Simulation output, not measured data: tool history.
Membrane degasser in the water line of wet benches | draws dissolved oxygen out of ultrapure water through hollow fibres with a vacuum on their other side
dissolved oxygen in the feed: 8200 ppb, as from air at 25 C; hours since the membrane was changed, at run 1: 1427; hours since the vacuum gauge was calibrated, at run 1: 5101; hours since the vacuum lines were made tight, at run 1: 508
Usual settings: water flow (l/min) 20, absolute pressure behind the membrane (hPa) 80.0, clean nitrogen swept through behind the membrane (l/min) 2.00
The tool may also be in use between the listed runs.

run,hour,water flow (l/min),absolute pressure behind the membrane (hPa),clean nitrogen swept through behind the membrane (l/min),hours since the membrane was changed,hours since the vacuum gauge was calibrated,hours since the vacuum lines were made tight,dissolved oxygen in the water behind the degasser (ppb),pressure that the water loses in the fibres (hPa)
1,0.0,20,80.0,2.00,1427,5101,508,138.6,435.6
2,60.5,20,80.0,2.00,1487,5162,569,136.3,433.4
3,93.5,20,80.0,2.00,1520,5195,602,136.5,433.0
4,144.7,20,80.0,2.00,1571,5246,653,138.1,430.8
5,202.8,20,80.0,2.00,1629,5304,711,141.1,432.9
6,237.7,20,80.0,2.00,1664,5339,746,139.8,434.8
7,297.7,20,80.0,2.00,1724,5399,806,137.1,432.2
8,329.2,20,80.0,2.00,1756,5430,837,138.1,431.4
9,375.0,20,80.0,2.00,1802,5476,883,138.8,434.8
10,411.1,20,80.0,2.00,1838,5512,919,136.2,430.6
11,439.8,20,52.5,2.00,1866,5541,948,75.5,431.8
12,489.6,25,80.0,2.00,1916,5591,998,185.3,546.2
13,545.2,25,80.0,2.00,1972,5646,1053,182.0,544.1
14,606.3,20,80.0,1.22,2033,5707,1114,206.1,431.7
15,633.2,17,80.0,4.40,2060,5734,1141,60.3,366.7
16,685.1,17,80.0,4.40,2112,5786,1193,60.6,367.7
17,730.3,19,75.1,2.00,2157,5831,1238,118.6,413.5
18,791.8,24,75.1,2.00,2218,5893,1300,163.9,519.0
19,845.9,24,75.1,2.00,2273,5947,1354,168.5,520.2
20,908.2,24,75.1,2.00,2335,6009,1416,167.0,518.3
21,949.1,24,75.1,2.00,2376,6050,1457,165.2,522.7
22,1010.1,24,75.1,2.00,2437,6111,1518,162.7,523.2
23,1054.5,24,75.1,2.00,2481,6156,1563,163.4,523.4
24,1102.7,14,134.4,2.00,2529,6204,1611,185.3,304.4
25,1148.1,27,134.4,1.65,2575,6249,1656,428.2,583.8
26,1189.6,27,134.4,1.29,2616,6291,1698,495.2,588.8

Run 27 comes next. What will it give?
27,1245.5,19,113.0,4.73,2672,6347,1754,?,?

{"run 27": {"dissolved oxygen in the water behind the degasser (ppb)": 100.9, "pressure that the water loses in the fibres (hPa)": 417.6}}
Without the tool's hidden state the same run would have given dissolved oxygen in the water behind the degasser (ppb) 93.3, pressure that the water loses in the fibres (hPa) 406.5.
